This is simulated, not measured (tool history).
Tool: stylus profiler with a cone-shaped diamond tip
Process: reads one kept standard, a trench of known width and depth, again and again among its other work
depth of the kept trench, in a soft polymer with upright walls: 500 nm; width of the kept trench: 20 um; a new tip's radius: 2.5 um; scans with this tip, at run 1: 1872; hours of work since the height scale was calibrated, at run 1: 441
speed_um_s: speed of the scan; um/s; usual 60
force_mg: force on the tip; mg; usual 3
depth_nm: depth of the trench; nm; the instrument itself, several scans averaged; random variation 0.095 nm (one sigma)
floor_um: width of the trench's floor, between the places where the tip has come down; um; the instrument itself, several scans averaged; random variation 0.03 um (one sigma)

| run | hour | speed_um_s | force_mg | scans with this tip | hours of work since the height scale was calibrated | depth_nm | floor_um |
|---|---|---|---|---|---|---|---|
| 1 | 0 | 60 | 3 | 1872 | 441 | 506.26 | 16.34 |
| 2 | 33.1 | 60 | 3 | 1953 | 460 | 506.25 | 16.3 |
| 3 | 51.2 | 60 | 1.56 | 1997 | 470 | 503.84 | 16.23 |
| 4 | 87.5 | 60 | 3 | 2086 | 491 | 506.26 | 16.29 |
| 5 | 111.3 | 60 | 3 | 2144 | 505 | 506.05 | 16.3 |
| 6 | 152.8 | 60 | 7.06 | 2246 | 529 | 511.31 | 16.26 |
| 7 | 176 | 60 | 7.06 | 2303 | 542 | 511.36 | 16.31 |
|  | 178.2 | height scale calibrated on a step standard |
| 8 | 201.8 | 60 | 7.06 | 2365 | 14 | 511.25 | 16.32 |
| 9 | 240 | 60 | 7.06 | 2459 | 36 | 511.04 | 16.28 |
| 10 | 277.5 | 29 | 3.74 | 2551 | 57 | 507.23 | 16.29 |
| 11 | 305.6 | 86 | 5.61 | 2619 | 73 | 509.49 | 16.17 |

Forecast each of these 3 alternatives for the next run:
|  | 327.5 | height scale calibrated on a step standard, once more |
| A | 344.7 | 188 | 1.7 | 2714 | 10 | ? | ? |
|  | 327.5 | height scale calibrated on a step standard, once more |
| B | 344.7 | 224 | 3 | 2714 | 10 | ? | ? |
|  | 327.5 | height scale calibrated on a step standard, once more |
| C | 344.7 | 49 | 5.61 | 2714 | 10 | ? | ? |

| run | depth_nm | floor_um |
|---|---|---|
| A | 504.57 | 15.52 |
| B | 506.52 | 15.7 |
| C | 510.14 | 16.17 |
Without the tool's hidden state the same runs would have given:
| run | depth_nm | floor_um |
|---|---|---|
| A | 504.69 | 16.19 |
| B | 506.65 | 16.37 |
| C | 510.27 | 16.83 |
